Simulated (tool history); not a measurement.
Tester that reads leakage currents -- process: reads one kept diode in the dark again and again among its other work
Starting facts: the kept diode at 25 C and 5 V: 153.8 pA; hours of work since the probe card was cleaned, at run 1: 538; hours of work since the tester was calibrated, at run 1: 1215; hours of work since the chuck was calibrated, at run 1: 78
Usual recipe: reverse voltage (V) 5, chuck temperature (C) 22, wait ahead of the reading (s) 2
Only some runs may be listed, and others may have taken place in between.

run      day  reverse voltage (V)  chuck temperature (C)  wait ahead of the reading (s)  hours of work since the probe card was cleaned  hours of work since the tester was calibrated  hours of work since the chuck was calibrated  current that the tester gives (pA)
  1        0                    5                     22                              2                                             538                                           1215                                            78                               122.1
  2    4.442                    5                     22                              2                                             612                                           1289                                           152                              121.53
  3    8.929                    5                     22                              2                                             686                                           1364                                           226                               121.7
  4   12.638                18.79                     22                              2                                             748                                           1425                                           288                              220.55
  5   14.517                18.79                     22                              2                                             779                                           1457                                           319                              220.94
  6   16.979                18.79                     22                              2                                             820                                           1497                                           360                              220.08
  7   19.525                 5.45                     22                              2                                             863                                           1540                                           403                              125.85
  8   22.258                    5                     22                              2                                             908                                           1585                                           448                              121.84
  9   26.067                    5                     22                              2                                             971                                           1649                                           511                              122.07
 10   28.775                    5                     27                              2                                            1016                                           1694                                           556                              181.02
 11   30.954                16.72                     22                              2                                            1053                                           1730                                           593                              209.77
 12   33.692                    5                     22                           8.18                                            1098                                           1776                                           638                              121.87
 13   37.683                    5                     22                           0.64                                            1165                                           1842                                           705                              122.79
 14   40.346                    5                     22                           0.64                                            1209                                           1886                                           749                              121.91
 15   43.596                    5                     22                           0.64                                            1263                                           1940                                           803                              122.37
 16   45.983                    5                     22                           0.64                                            1303                                           1980                                           843                              122.88
 17     49.8                 1.42                     22                              2                                            1366                                           2044                                           906                               69.09
 18     54.1                 1.42                     22                              2                                            1438                                           2115                                           978                               69.26
 19   56.675                    5                     36                              2                                            1481                                           2158                                          1021                              354.59
 20   58.817                    5                     36                              2                                            1516                                           2194                                          1056                              354.35
 21   61.433                10.33                     36                           0.43                                            1560                                           2237                                          1100                               494.1
 22   64.579                10.33                     36                           0.43                                            1612                                           2289                                          1152                              493.22
      67.692  -- chuck's temperature calibrated
 23   67.692                10.33                     36                           0.43                                            1662                                           2340                                             0                              490.11
 24   72.208                19.96                     37                           1.62                                            1738                                           2415                                            75                              707.24
 25   74.871                 5.37                     47                           1.62                                            1782                                           2459                                           119                              789.16
      78.775  -- tester calibrated
 26   79.404                 5.37                     47                           1.62                                            1856                                             10                                           193                              794.58
 27   83.738                 5.37                     47                           1.62                                            1928                                             83                                           266                              793.84
 28   87.475                 4.39                     22                           6.58                                            1990                                            145                                           328                              114.25
 29   91.404                 4.39                     22                           6.58                                            2056                                            210                                           393                              114.82
 30   93.529                 4.94                     22                           6.58                                            2091                                            245                                           429                              120.86
 31   95.988                  1.7                     38                           3.62                                            2132                                            286                                           469                              252.21
 32   99.508                18.43                     38                           3.33                                            2191                                            345                                           528                              734.85
 33  103.821                18.43                     38                           3.33                                            2262                                            417                                           600                               734.9

Run 34 is up next; what results do you expect?
 34  107.025                18.43                     49                           3.33                                            2316                                            470                                           653                                   ?

Run 34 measured current that the tester gives (pA) 1585.51.
Minus the tool's unlogged condition, the same run would have read current that the tester gives (pA) 1583.93.
